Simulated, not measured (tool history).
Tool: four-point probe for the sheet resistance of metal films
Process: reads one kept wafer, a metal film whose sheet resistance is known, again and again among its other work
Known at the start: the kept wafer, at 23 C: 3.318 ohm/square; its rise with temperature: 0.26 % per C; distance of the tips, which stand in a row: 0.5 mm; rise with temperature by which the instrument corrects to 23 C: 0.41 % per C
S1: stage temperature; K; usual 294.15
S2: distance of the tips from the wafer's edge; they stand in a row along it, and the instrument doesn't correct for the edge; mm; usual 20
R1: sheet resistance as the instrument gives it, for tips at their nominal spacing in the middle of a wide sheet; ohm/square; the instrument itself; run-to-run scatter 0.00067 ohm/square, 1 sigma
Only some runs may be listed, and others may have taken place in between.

| run | hour | S1 | S2 | R1 |
|---|---|---|---|---|
| 1 | 0 | 294.15 | 20 | 3.341881 |
| 2 | 10.4 | 294.15 | 20 | 3.341774 |
| 3 | 23.7 | 294.15 | 20 | 3.340008 |
| 4 | 36.2 | 294.15 | 20 | 3.341419 |
| 5 | 49.7 | 294.15 | 20 | 3.341047 |
| 6 | 57.9 | 294.15 | 20 | 3.340254 |
| 7 | 69.1 | 296.15 | 20 | 3.331213 |
| 8 | 83.9 | 296.15 | 20 | 3.330722 |
| 9 | 99 | 296.15 | 20 | 3.330872 |
| 10 | 107.7 | 296.15 | 20 | 3.331378 |
| 11 | 114.8 | 296.15 | 20 | 3.331242 |
| 12 | 125.5 | 296.15 | 20 | 3.331745 |
| 13 | 139.4 | 294.15 | 8 | 3.346465 |
| 14 | 146.9 | 294.15 | 8 | 3.346056 |
| 15 | 157.9 | 294.15 | 35 | 3.340229 |
| 16 | 167 | 294.15 | 20 | 3.340449 |
| 17 | 179 | 294.15 | 20 | 3.340594 |
| 18 | 194.2 | 294.15 | 20 | 3.340954 |
| 19 | 200.4 | 296.15 | 20 | 3.331253 |
| 20 | 209.7 | 296.15 | 20 | 3.331289 |
| 21 | 218.8 | 296.15 | 20 | 3.330491 |
| 22 | 225 | 294.15 | 20 | 3.341368 |
| 23 | 234.5 | 297.15 | 20 | 3.326518 |
| 24 | 247.3 | 292.15 | 25 | 3.350556 |
| 25 | 259.6 | 292.15 | 25 | 3.349414 |
| 26 | 272.4 | 293.15 | 18 | 3.344543 |
| 27 | 281.4 | 297.15 | 49 | 3.325324 |
| 28 | 288.4 | 297.15 | 49 | 3.325971 |
| 29 | 300.8 | 301.15 | 6 | 3.318766 |
| 30 | 311 | 306.15 | 66 | 3.283443 |
| 31 | 320.7 | 306.15 | 66 | 3.284183 |
| 32 | 327.3 | 306.15 | 66 | 3.283087 |
| 33 | 336.7 | 306.15 | 66 | 3.284184 |
| 34 | 347.7 | 304.15 | 4 | 3.319516 |
| 35 | 357.6 | 307.15 | 6 | 3.290866 |
| 36 | 369.8 | 296.15 | 20 | 3.33013 |
| 37 | 383.1 | 306.15 | 17 | 3.28468 |
| 38 | 395.7 | 301.15 | 58 | 3.306382 |
| 39 | 406.7 | 296.15 | 5 | 3.348022 |
| 40 | 413.5 | 291.15 | 4 | 3.382562 |
| 41 | 421.6 | 294.15 | 13 | 3.34172 |
| 42 | 430.5 | 294.15 | 16 | 3.339776 |
| 43 | 438 | 307.15 | 20 | 3.279565 |
| 44 | 448.5 | 294.15 | 16 | 3.339766 |
| 45 | 461.4 | 294.15 | 39 | 3.339438 |

Forecast each of these 3 alternatives for the next run:
| A | 468.8 | 300.15 | 36 | ? |
| B | 468.8 | 294.15 | 6 | ? |
| C | 468.8 | 303.15 | 20 | ? |

| run | R1 |
|---|---|
| A | 3.310247 |
| B | 3.350614 |
| C | 3.297545 |
Without the tool's hidden state the same runs would have given:
| run | R1 |
|---|---|
| A | 3.299363 |
| B | 3.339613 |
| C | 3.286697 |

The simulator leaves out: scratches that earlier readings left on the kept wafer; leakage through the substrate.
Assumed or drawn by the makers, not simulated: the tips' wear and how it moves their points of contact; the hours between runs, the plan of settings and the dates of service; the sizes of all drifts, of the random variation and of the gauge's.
